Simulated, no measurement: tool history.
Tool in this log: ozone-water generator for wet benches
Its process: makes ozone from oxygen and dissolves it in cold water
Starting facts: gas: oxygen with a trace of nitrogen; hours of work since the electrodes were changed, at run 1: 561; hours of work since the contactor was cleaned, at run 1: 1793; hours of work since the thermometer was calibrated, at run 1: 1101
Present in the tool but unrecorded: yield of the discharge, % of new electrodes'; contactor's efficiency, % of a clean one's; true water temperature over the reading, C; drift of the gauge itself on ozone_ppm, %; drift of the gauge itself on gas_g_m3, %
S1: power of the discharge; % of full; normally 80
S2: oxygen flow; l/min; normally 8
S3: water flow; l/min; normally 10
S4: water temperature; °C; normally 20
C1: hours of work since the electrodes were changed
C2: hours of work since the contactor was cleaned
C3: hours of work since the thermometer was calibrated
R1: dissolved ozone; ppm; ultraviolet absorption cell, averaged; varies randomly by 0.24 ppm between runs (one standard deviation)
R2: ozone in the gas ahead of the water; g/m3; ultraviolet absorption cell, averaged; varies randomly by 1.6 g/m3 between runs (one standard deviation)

run	hour	S1	S2	S3	S4	C1	C2	C3	R1	R2
1	0	80	8	10	20	561	1793	1101	35.1	293.1
2	28.1	46	8	10	20	587	1818	1126	21.8	179.8
3	61.1	46	8	10	20	616	1848	1155	21.7	182.2
4	99	46	8	10	20	650	1881	1189	21.5	182
5	134.2	46	8	10	20	682	1913	1221	21.8	181.3
6	154.5	46	8	10	20	700	1931	1239	21.5	180.7
7	176.7	46	8	10	20	720	1951	1259	21.5	181
8	202.7	80	14.26	10	20	743	1974	1282	32.5	244.1
9	242.2	80	14.26	10	20	778	2010	1317	33.1	241.4
10	261.9	80	14.26	10	20	796	2027	1335	32.6	242.5
11	281.5	80	14.26	10	21	813	2045	1352	32.1	240
12	308.9	80	8	10	20	838	2069	1377	34.4	289.9
13	345.4	80	8	10	20	871	2102	1410	34.9	286.9
14	385.4	80	8	10	20	906	2138	1445	34.1	289.3
15	424.6	80	8	10	20	941	2173	1481	34.7	286.5
16	446.3	48	8	10	20	961	2192	1500	22.6	185.1
17	476.9	48	8	10	20	988	2220	1527	22.4	184.7
18	512.6	48	8	10	20	1020	2252	1559	21.8	185.6
19	552.2	78	8.98	9	20	1056	2287	1595	35.7	270.7
20	581	80	5.59	10	20	1081	2313	1620	34.7	318.5
21	613	69	7.37	7	20	1110	2341	1649	37.7	261.3
22	641.2	69	8.33	7	22	1135	2367	1674	35.2	249.7
23	671.6	69	8.33	7	22	1162	2394	1702	35.1	249.8
24	690	69	8.33	7	22	1179	2410	1718	34.8	245
25	718.7	69	8.33	7	22	1205	2436	1744	35.1	246.5
26	754.7	43	8	7	20	1237	2468	1776	25	169.2
27	771.9	54	7.88	14	20	1252	2484	1791	19.4	205.9
28	792.7	54	7.88	14	20	1271	2502	1810	19.4	204.6
29	813.2	54	7.88	14	20	1289	2521	1828	19.1	204.3
30	833	80	8	10	12	1307	2538	1846	40.2	282.2
31	857.8	92	6.44	10	16	1329	2560	1868	41.8	342.8
32	879.2	92	6.44	10	16	1348	2580	1887	41.3	337.9
33	901.5	66	10.82	10	20	1368	2600	1907	28.4	221.3

Alternative continuations, all from the tool just after run 33; predict every row:
A	940.3	91	10.82	10	20	1403	2634	1942	?	?
B	940.3	88	8	10	20	1403	2634	1942	?	?
C	940.3	80	8.54	9	20	1403	2634	1942	?	?

run	R1	R2
A	37.1	284.3
B	36.2	306
C	35.8	277
With the hidden condition removed and each run's random variation left untouched, the same runs would have given:
run	R1	R2
A	40.8	302.9
B	39.7	325.6
C	39.1	293.5
